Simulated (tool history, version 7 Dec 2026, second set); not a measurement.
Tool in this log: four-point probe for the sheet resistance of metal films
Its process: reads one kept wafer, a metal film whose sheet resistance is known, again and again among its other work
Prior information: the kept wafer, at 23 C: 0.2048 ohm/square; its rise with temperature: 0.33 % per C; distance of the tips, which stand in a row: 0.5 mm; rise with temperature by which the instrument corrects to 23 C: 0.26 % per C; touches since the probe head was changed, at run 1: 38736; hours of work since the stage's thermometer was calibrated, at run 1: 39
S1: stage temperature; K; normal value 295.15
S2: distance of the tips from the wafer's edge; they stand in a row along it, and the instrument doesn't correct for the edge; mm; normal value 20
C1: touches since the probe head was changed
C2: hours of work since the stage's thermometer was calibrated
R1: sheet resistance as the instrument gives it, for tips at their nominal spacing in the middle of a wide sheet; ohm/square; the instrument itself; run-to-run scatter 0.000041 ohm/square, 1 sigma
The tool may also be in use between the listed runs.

Run 1, hour 0: usual settings; C1 38736; C2 39. Result: R1 0.202603 ohm/square.
Run 2, hour 26.7: usual settings; C1 39403; C2 51. Result: R1 0.202574 ohm/square.
Run 3, hour 65.6: usual settings; C1 40378; C2 68. Result: R1 0.202528 ohm/square.
Run 4, hour 97.4: usual settings; C1 41174; C2 82. Result: R1 0.202526 ohm/square.
Run 5, hour 134: usual settings; C1 42089; C2 98. Result: R1 0.202477 ohm/square.
Run 6, hour 186.5: usual settings but S1 300.15 K; C1 43402; C2 121. Result: R1 0.202969 ohm/square.
Run 7, hour 230.5: usual settings but S1 300.15 K; C1 44502; C2 140. Result: R1 0.203088 ohm/square.
Run 8, hour 257.4: usual settings; C1 45174; C2 152. Result: R1 0.20241 ohm/square.
Run 9, hour 291.6: usual settings; C1 46032; C2 167. Result: R1 0.202346 ohm/square.
Run 10, hour 327.9: usual settings; C1 46939; C2 183. Result: R1 0.202351 ohm/square.
Run 11, hour 375.7: usual settings but S1 291.15 K; C1 48135; C2 204. Result: R1 0.201781 ohm/square.
Run 12, hour 403.8: usual settings but S1 291.15 K; C1 48836; C2 216. Result: R1 0.201702 ohm/square.
Run 13, hour 453: usual settings but S1 291.15 K; C1 50068; C2 238. Result: R1 0.201658 ohm/square.
Run 14, hour 501.7: usual settings but S1 291.15 K; C1 51287; C2 259. Result: R1 0.201635 ohm/square.
Run 15, hour 524.5: usual settings; C1 51856; C2 269. Result: R1 0.202146 ohm/square.
Run 16, hour 574.5: usual settings; C1 53107; C2 291. Result: R1 0.202095 ohm/square.
Run 17, hour 606.8: usual settings; C1 53916; C2 305. Result: R1 0.202101 ohm/square.
Run 18, hour 655.1: usual settings; C1 55123; C2 326. Result: R1 0.202066 ohm/square.
Run 19, hour 683.3: usual settings; C1 55828; C2 339. Result: R1 0.201904 ohm/square.
Run 20, hour 711.4: usual settings; C1 56534; C2 351. Result: R1 0.20203 ohm/square.
Run 21, hour 756.9: usual settings; C1 57670; C2 371. Result: R1 0.201996 ohm/square.
Run 22, hour 787.7: usual settings; C1 58442; C2 384. Result: R1 0.201932 ohm/square.
Run 23, hour 820.6: usual settings; C1 59263; C2 399. Result: R1 0.201851 ohm/square.
Run 24, hour 864.8: usual settings but S1 293.15 K, S2 58 mm; C1 60371; C2 418. Result: R1 0.201512 ohm/square.
Run 25, hour 913.7: usual settings but S1 307.15 K, S2 13 mm; C1 61593; C2 439. Result: R1 0.203479 ohm/square.
Run 26, hour 935.8: usual settings but S1 293.15 K, S2 13 mm; C1 62146; C2 449. Result: R1 0.201617 ohm/square.
Run 27, hour 963.1: usual settings but S1 293.15 K, S2 13 mm; C1 62829; C2 461. Result: R1 0.201586 ohm/square.
Run 28, hour 1002.2: usual settings but S1 292.15 K, S2 14 mm; C1 63808; C2 478. Result: R1 0.201517 ohm/square.
At hour 1007.8: stage's thermometer calibrated.
Run 29, hour 1043.4: usual settings but S1 296.15 K, S2 6 mm; C1 64825; C2 16. Result: R1 0.202545 ohm/square.
Run 30, hour 1069.6: usual settings but S1 305.15 K, S2 11 mm; C1 65480; C2 27. Result: R1 0.203157 ohm/square.
Run 31, hour 1096.6: usual settings but S1 303.15 K; C1 66156; C2 39. Result: R1 0.202753 ohm/square.
Run 32, hour 1120.3: usual settings but S1 293.15 K, S2 13 mm; C1 66748; C2 49. Result: R1 0.201454 ohm/square.
Run 33, hour 1161.2: usual settings but S1 303.15 K, S2 15 mm; C1 67772; C2 67. Result: R1 0.202688 ohm/square.
Run 34, hour 1200.4: usual settings but S1 293.15 K, S2 7 mm; C1 68753; C2 84. Result: R1 0.201732 ohm/square.
Run 35, hour 1222.8: usual settings but S1 301.15 K, S2 4 mm; C1 69313; C2 94. Result: R1 0.203964 ohm/square.
Run 36, hour 1258.7: usual settings but S1 296.15 K, S2 52 mm; C1 70210; C2 110. Result: R1 0.201593 ohm/square.
Run 37, hour 1282.9: usual settings but S1 305.15 K, S2 38 mm; C1 70816; C2 120. Result: R1 0.202767 ohm/square.
Run 38, hour 1304.9: usual settings but S1 305.15 K, S2 38 mm; C1 71368; C2 130. Result: R1 0.202743 ohm/square.
At hour 1316.3: stage's thermometer calibrated, once more.
Run 39, hour 1333: usual settings but S1 293.15 K; C1 72058; C2 7. Result: R1 0.201316 ohm/square.
Run 40, hour 1382.1: usual settings but S1 306.15 K, S2 6 mm; C1 73286; C2 29. Result: R1 0.203607 ohm/square.
Run 41, hour 1436.4: usual settings but S1 293.15 K, S2 72 mm; C1 74643; C2 53. Result: R1 0.201133 ohm/square.
Run 42, hour 1458.4: usual settings but S1 298.15 K, S2 4 mm; C1 75195; C2 62. Result: R1 0.203512 ohm/square.
Run 43, hour 1512.2: usual settings but S1 304.15 K, S2 23 mm; C1 76540; C2 86. Result: R1 0.202498 ohm/square.
Run 44, hour 1566.6: usual settings but S1 300.15 K, S2 25 mm; C1 77900; C2 110. Result: R1 0.202039 ohm/square.
Run 45, hour 1607.6: usual settings but S1 294.15 K, S2 4 mm; C1 78926; C2 128. Result: R1 0.202845 ohm/square.

Here are 3 independent what-if runs from the current tool condition. What would each one return?
Run A, hour 1630.3: usual settings but S2 8 mm; C1 79495; C2 138. Result: R1 ?.
Run B, hour 1630.3: usual settings but S2 7 mm; C1 79495; C2 138. Result: R1 ?.
Run C, hour 1630.3: usual settings but S1 302.15 K, S2 5 mm; C1 79495; C2 138. Result: R1 ?.

run        R1
  A  0.201588
  B  0.201813
  C  0.203246
With the hidden condition removed and each run's random variation left untouched, the same runs would have given:
run        R1
  A  0.205003
  B  0.205232
  C  0.206687

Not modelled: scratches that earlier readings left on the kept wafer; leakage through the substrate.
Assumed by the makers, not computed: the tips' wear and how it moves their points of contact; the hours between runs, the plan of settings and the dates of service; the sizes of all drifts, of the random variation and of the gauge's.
